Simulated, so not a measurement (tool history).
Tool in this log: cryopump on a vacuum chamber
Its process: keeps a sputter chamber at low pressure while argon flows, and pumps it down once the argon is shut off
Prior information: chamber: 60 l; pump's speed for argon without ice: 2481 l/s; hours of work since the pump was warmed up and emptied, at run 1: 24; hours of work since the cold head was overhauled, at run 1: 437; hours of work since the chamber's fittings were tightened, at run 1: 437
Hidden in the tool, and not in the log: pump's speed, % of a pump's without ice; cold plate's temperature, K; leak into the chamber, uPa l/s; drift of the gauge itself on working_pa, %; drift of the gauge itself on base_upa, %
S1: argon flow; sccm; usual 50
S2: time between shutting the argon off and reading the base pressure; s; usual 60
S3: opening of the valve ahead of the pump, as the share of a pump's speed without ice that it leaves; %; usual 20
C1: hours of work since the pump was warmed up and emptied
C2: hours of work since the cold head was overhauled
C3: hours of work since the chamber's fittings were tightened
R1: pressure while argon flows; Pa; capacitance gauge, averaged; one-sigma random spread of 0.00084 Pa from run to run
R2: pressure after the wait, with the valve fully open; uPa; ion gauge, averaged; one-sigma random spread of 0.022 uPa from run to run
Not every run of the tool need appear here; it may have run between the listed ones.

run,hour,S1,S2,S3,C1,C2,C3,R1,R2
1,0.0,50,60,20,24,437,437,0.1708,0.77
2,86.3,50,60,20,90,503,503,0.1717,0.76
3,131.5,25,60,20,125,538,538,0.0871,0.77
4,179.7,25,60,20,162,575,575,0.0877,0.82
5,250.4,50,60,47,216,629,629,0.0784,0.84
6,341.6,50,60,47,286,699,699,0.0805,0.90
# hour 418.9: pump warmed up, emptied and cooled again
7,422.2,50,60,47,3,757,757,0.0729,0.81
8,504.0,50,60,47,65,820,820,0.0752,0.87
9,586.6,50,60,47,128,883,883,0.0767,0.91
10,670.0,50,60,47,192,947,947,0.0786,0.94
11,739.0,50,60,25,245,1000,1000,0.1443,0.94
12,781.4,50,60,25,278,1032,1032,0.1434,0.97
# hour 814.0: leaking fittings of the chamber tightened, without venting
13,837.5,50,60,25,319,1074,18,0.1463,0.72
# hour 871.4: pump warmed up, emptied and cooled again
14,892.6,50,24,25,16,1112,56,0.1372,1.46
15,944.1,50,60,18,56,1151,96,0.1908,0.69
16,1009.2,37,26,20,106,1201,146,0.1282,1.42
17,1081.9,37,26,20,161,1257,201,0.1301,1.37
18,1172.1,37,26,20,230,1326,270,0.1303,1.46
19,1239.5,37,26,20,282,1378,322,0.1325,1.50
# hour 1325.8: pump warmed up, emptied and cooled again
20,1341.0,31,119,20,12,1452,396,0.1059,0.47
21,1380.4,75,31,16,42,1482,426,0.3228,1.22
22,1446.6,75,28,40,93,1532,477,0.1317,1.38
23,1511.0,75,28,40,142,1582,526,0.1355,1.41
24,1576.4,75,28,40,192,1632,576,0.1362,1.39
25,1623.2,31,150,21,228,1668,612,0.1039,0.54
26,1713.9,31,150,21,297,1737,682,0.1057,0.56
# hour 1777.6: pump warmed up, emptied and cooled again
27,1786.0,44,60,20,6,1789,733,0.1504,0.85
28,1845.8,44,24,23,52,1835,779,0.1325,1.62
29,1919.6,77,51,20,109,1891,835,0.2681,0.98

For some of the steps in R1 from one run to the next: how much would appear even if the tool had no hidden state, given the settings, what came in and random variation, and how much remains for the hidden state plus any gauge scatter that the measured result and the result without hidden state don't share?
Run 6 -> 7: pump warmed up, emptied and cooled again. R1 -0.0076 Pa: hidden state -0.0079, all else +0.0003.
Run 13 -> 14: S2 60 -> 24, pump warmed up, emptied and cooled again. R1 -0.0091 Pa: hidden state -0.0090, all else -0.0001.
Run 20 -> 21: S1 31 -> 75, S2 119 -> 31, S3 20 -> 16. R1 +0.2169 Pa: hidden state +0.0019, all else +0.2150.
Run 21 -> 22: S2 31 -> 28, S3 16 -> 40. R1 -0.1911 Pa: hidden state +0.0020, all else -0.1931.

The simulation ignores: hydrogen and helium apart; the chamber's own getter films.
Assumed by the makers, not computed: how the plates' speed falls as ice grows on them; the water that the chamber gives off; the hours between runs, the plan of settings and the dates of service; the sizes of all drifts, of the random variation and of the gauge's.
